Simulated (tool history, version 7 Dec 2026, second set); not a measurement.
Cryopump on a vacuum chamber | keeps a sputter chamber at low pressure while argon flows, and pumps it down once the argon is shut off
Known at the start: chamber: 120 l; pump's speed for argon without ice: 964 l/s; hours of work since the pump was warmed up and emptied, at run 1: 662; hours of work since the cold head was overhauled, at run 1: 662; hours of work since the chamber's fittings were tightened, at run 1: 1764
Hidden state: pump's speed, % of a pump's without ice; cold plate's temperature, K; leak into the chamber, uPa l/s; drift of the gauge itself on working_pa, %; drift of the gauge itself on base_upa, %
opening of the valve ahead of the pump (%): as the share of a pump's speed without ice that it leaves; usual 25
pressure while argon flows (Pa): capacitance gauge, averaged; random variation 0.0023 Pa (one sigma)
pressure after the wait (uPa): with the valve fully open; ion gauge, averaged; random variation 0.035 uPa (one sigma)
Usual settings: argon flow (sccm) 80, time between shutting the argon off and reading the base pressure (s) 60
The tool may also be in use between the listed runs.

run     day  argon flow (sccm)  time between shutting the argon off and reading the base pressure (s)  opening of the valve ahead of the pump (%)  hours of work since the pump was warmed up and emptied  hours of work since the cold head was overhauled  hours of work since the chamber's fittings were tightened  pressure while argon flows (Pa)  pressure after the wait (uPa)
  1       0                 80                                                                     60                                          25                                                     662                                               662                                                       1764                           0.5995                           5.15
  2   1.262                 80                                                                    178                                          25                                                     686                                               686                                                       1788                           0.6029                            4.3
  3     2.7                 80                                                                     46                                          25                                                     712                                               712                                                       1815                           0.6039                           5.73
  4   4.867                 80                                                                    262                                          25                                                     753                                               753                                                       1855                           0.6084                            4.2
  5   6.571                 80                                                                    262                                          25                                                     784                                               784                                                       1887                           0.6078                           4.38
  6   7.671                 80                                                                     60                                          45                                                     805                                               805                                                       1907                            0.358                           5.61
  7   9.917                 80                                                                     60                                          25                                                     847                                               847                                                       1949                           0.6152                           5.75
  8  11.542                 80                                                                     60                                          25                                                     877                                               877                                                       1979                           0.6181                           5.92
     12.317  -- pump warmed up, emptied and cooled again
  9  13.458                 80                                                                     60                                          25                                                      21                                               909                                                       2011                           0.5669                           4.76
 10   14.85                 80                                                                     60                                          25                                                      47                                               935                                                       2037                           0.5672                           4.83
 11  17.217                 80                                                                     60                                          25                                                      91                                               979                                                       2081                           0.5673                           4.99
 12  18.604                 80                                                                     60                                          25                                                     117                                              1005                                                       2107                            0.568                           4.94
 13  20.225                 80                                                                     60                                          25                                                     147                                              1035                                                       2137                           0.5732                           5.05
     22.162  -- leaking fittings of the chamber tightened, without venting
 14  22.808                 80                                                                     60                                          25                                                     194                                              1081                                                         12                           0.5759                           1.96
 15  24.683                 80                                                                     60                                          25                                                     229                                              1116                                                         47                           0.5739                           2.02
 16  25.804                 80                                                                     60                                          25                                                     250                                              1137                                                         68                           0.5756                           2.07
 17  27.883                 80                                                                     60                                          25                                                     288                                              1176                                                        107                           0.5749                           2.15
 18  28.958                 80                                                                     60                                          25                                                     308                                              1196                                                        127                           0.5771                           2.18
 19  31.279                 58                                                                    270                                          25                                                     352                                              1239                                                        170                           0.4209                           1.04
 20  33.592                 58                                                                    270                                          19                                                     395                                              1282                                                        213                            0.552                           1.16
 21  34.704                 58                                                                    270                                          19                                                     415                                              1303                                                        234                           0.5527                           1.08
 22  36.154                 58                                                                    270                                          19                                                     442                                              1330                                                        261                           0.5543                           1.19
 23  38.262                 63                                                                     31                                          17                                                     482                                              1369                                                        300                           0.6667                           4.07
 24   40.35                 82                                                                     31                                          43                                                     521                                              1408                                                        339                           0.3621                           4.07
 25  41.604                102                                                                    149                                          19                                                     544                                              1431                                                        362                           0.9796                           1.74
 26  43.983                 80                                                                     23                                          25                                                     588                                              1476                                                        406                           0.5969                           5.23
 27  45.629                 80                                                                     23                                          25                                                     619                                              1506                                                        437                           0.5941                           5.18
 28  47.529                 42                                                                    300                                          21                                                     654                                              1542                                                        472                           0.3679                           1.59
 29  49.721                 42                                                                    300                                          21                                                     695                                              1583                                                        513                            0.371                           1.75
 30   51.25                 74                                                                    300                                          21                                                     724                                              1611                                                        542                           0.6532                           1.76
 31  52.958                 48                                                                     60                                          25                                                     755                                              1643                                                        574                           0.3623                           3.07
 32  55.279                 48                                                                     60                                          25                                                     799                                              1686                                                        617                           0.3636                           3.22
 33  57.817                 80                                                                     59                                          55                                                     846                                              1733                                                        664                           0.3072                           3.21
 34  60.033                 80                                                                     59                                          55                                                     887                                              1775                                                        705                           0.3074                           3.49

Forecast each of these 4 alternatives for the next run:
     60.362  -- pump warmed up, emptied and cooled again
  A  61.762                 80                                                                     60                                          38                                                      26                                              1803                                                        734                                ?                              ?
     60.362  -- pump warmed up, emptied and cooled again
  B  61.762                 42                                                                     21                                          36                                                      26                                              1803                                                        734                                ?                              ?
     60.362  -- pump warmed up, emptied and cooled again
  C  61.762                 36                                                                    157                                          26                                                      26                                              1803                                                        734                                ?                              ?
     60.362  -- pump warmed up, emptied and cooled again
  D  61.762                 38                                                                    183                                          35                                                      26                                              1803                                                        734                                ?                              ?

run  pressure while argon flows (Pa)  pressure after the wait (uPa)
  A                           0.3716                           3.02
  B                           0.2061                           5.89
  C                           0.2452                              2
  D                           0.1928                           1.87
Without the tool's hidden state the same runs would have given:
run  pressure while argon flows (Pa)  pressure after the wait (uPa)
  A                           0.3686                           1.92
  B                           0.2045                            4.8
  C                           0.2438                           0.91
  D                           0.1914                            0.8
